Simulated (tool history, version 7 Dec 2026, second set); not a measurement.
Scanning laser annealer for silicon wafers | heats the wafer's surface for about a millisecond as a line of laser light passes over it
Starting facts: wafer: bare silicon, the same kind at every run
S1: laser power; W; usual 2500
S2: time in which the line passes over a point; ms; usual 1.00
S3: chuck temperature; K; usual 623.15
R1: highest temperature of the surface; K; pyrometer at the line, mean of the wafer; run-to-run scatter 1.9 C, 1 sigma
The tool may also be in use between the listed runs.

run,hour,S1,S2,S3,R1
1,0.0,2500,1.00,623.15,1428.15
2,54.3,2500,1.00,623.15,1429.15
3,104.6,2500,1.00,623.15,1424.15
4,142.1,2500,1.00,623.15,1422.15
5,182.3,2500,1.00,623.15,1417.15
6,209.6,2500,1.00,623.15,1417.15
7,258.6,2500,1.00,652.15,1447.15
8,319.6,2500,1.00,652.15,1461.15
9,351.6,2359,1.00,623.15,1377.15
10,402.4,2359,1.00,623.15,1373.15
11,458.7,2359,1.00,623.15,1369.15
12,503.1,2550,0.95,623.15,1419.15
13,560.9,2339,1.00,595.15,1332.15
14,595.9,2729,0.70,623.15,1366.15
15,666.1,2573,0.77,587.15,1338.15
16,699.6,2573,0.77,587.15,1335.15
17,731.1,2573,0.77,587.15,1335.15
18,767.4,2459,1.02,623.15,1431.15
19,809.7,2645,1.00,643.15,1506.15
20,840.8,2645,1.00,643.15,1507.15
21,886.9,2720,0.86,606.15,1458.15

Removed from this log: 4 entries logged between the listed runs. Between which two listed runs does each belong, and how does the tool's hidden state at the listed run before it compare with that at the listed run after it?
Logged between run 7 and run 8: window over the wafer cleaned (hour 315.9)
  light that passes the window, % of a clean one's: 97.82 -> 99.77; width of the line over the set one, %: 3.79 -> 3.97
  the result without the hidden state subtracted from the measured one, R1: -38.00 -> -21.00 K
Logged between run 8 and run 9: optics aligned, line set to its width (hour 327.3)
  light that passes the window, % of a clean one's: 99.77 -> 99.67; laser's true power over the reading, %: 0.09 -> 0.1; width of the line over the set one, %: 3.97 -> 5.62
  the result without the hidden state subtracted from the measured one, R1: -21.00 -> -29.00 K
Logged between run 14 and run 15: optics aligned, line set to its width, once more (hour 632.4)
  light that passes the window, % of a clean one's: 98.69 -> 98.41; width of the line over the set one, %: 6.37 -> 0.11
  the result without the hidden state subtracted from the measured one, R1: -40.00 -> -12.00 K
Logged between run 20 and run 21: window over the wafer cleaned (hour 886.3)
  light that passes the window, % of a clean one's: 97.71 -> 99.92; width of the line over the set one, %: 0.65 -> 0.79
  the result without the hidden state subtracted from the measured one, R1: -24.00 -> -3.00 K
